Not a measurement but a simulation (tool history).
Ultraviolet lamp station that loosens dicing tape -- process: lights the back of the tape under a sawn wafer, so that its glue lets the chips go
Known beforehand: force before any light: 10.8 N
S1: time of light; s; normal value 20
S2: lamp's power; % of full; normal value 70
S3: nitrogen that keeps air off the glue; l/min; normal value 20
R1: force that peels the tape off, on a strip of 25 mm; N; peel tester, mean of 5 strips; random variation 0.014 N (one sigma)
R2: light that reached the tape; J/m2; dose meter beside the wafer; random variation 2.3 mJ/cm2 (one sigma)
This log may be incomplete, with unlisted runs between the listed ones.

{"run": 1, "hour": 0.0, "S1": 20, "S2": 70, "S3": 20, "R1": 0.794, "R2": 2120}
{"run": 2, "hour": 10.6, "S1": 20, "S2": 70, "S3": 22, "R1": 0.768, "R2": 2120}
{"run": 3, "hour": 21.8, "S1": 20, "S2": 84, "S3": 22, "R1": 0.489, "R2": 2500}
{"run": 4, "hour": 33.2, "S1": 20, "S2": 75, "S3": 22, "R1": 0.658, "R2": 2210}
{"run": 5, "hour": 40.0, "S1": 20, "S2": 75, "S3": 22, "R1": 0.659, "R2": 2200}
{"run": 6, "hour": 48.8, "S1": 20, "S2": 75, "S3": 11, "R1": 1.27, "R2": 2220}
{"hour": 50.2, "done": "window cleaned of glue's vapour"}
{"run": 7, "hour": 55.5, "S1": 20, "S2": 66, "S3": 20, "R1": 1.015, "R2": 1930}
{"run": 8, "hour": 64.6, "S1": 20, "S2": 66, "S3": 20, "R1": 1.052, "R2": 1870}
{"run": 9, "hour": 70.6, "S1": 20, "S2": 66, "S3": 20, "R1": 1.008, "R2": 1900}
{"run": 10, "hour": 75.8, "S1": 20, "S2": 66, "S3": 21, "R1": 1.018, "R2": 1900}
{"run": 11, "hour": 85.5, "S1": 18, "S2": 70, "S3": 7, "R1": 2.552, "R2": 1760}
{"hour": 91.2, "done": "window cleaned of glue's vapour, once more"}
{"run": 12, "hour": 93.9, "S1": 11, "S2": 70, "S3": 7, "R1": 4.022, "R2": 1210}
{"run": 13, "hour": 101.4, "S1": 20, "S2": 75, "S3": 20, "R1": 0.653, "R2": 2320}
{"run": 14, "hour": 107.8, "S1": 36, "S2": 81, "S3": 10, "R1": 0.259, "R2": 4570}
{"run": 15, "hour": 118.9, "S1": 11, "S2": 81, "S3": 10, "R1": 2.998, "R2": 1360}
{"run": 16, "hour": 129.6, "S1": 21, "S2": 90, "S3": 13, "R1": 0.558, "R2": 2870}
{"run": 17, "hour": 136.5, "S1": 32, "S2": 70, "S3": 24, "R1": 0.211, "R2": 3430}
{"run": 18, "hour": 145.7, "S1": 19, "S2": 98, "S3": 7, "R1": 1.105, "R2": 2850}
{"run": 19, "hour": 152.0, "S1": 11, "S2": 84, "S3": 15, "R1": 2.143, "R2": 1400}
{"run": 20, "hour": 163.4, "S1": 15, "S2": 70, "S3": 20, "R1": 1.517, "R2": 1600}

Branching from run 20: 4 alternative next runs. What would each branch give?
{"run": "A", "hour": 170.3, "S1": 18, "S2": 97, "S3": 20, "R1": "?", "R2": "?"}
{"run": "B", "hour": 170.3, "S1": 20, "S2": 81, "S3": 20, "R1": "?", "R2": "?"}
{"run": "C", "hour": 170.3, "S1": 15, "S2": 74, "S3": 12, "R1": "?", "R2": "?"}
{"run": "D", "hour": 170.3, "S1": 20, "S2": 85, "S3": 20, "R1": "?", "R2": "?"}

run=A R1=0.458 R2=2660
run=B R1=0.547 R2=2460
run=C R1=2.026 R2=1690
run=D R1=0.506 R2=2600
Had the tool no hidden state, the same runs would have come out as:
run=A R1=0.368 R2=2890
run=B R1=0.44 R2=2670
run=C R1=1.752 R2=1840
run=D R1=0.407 R2=2830
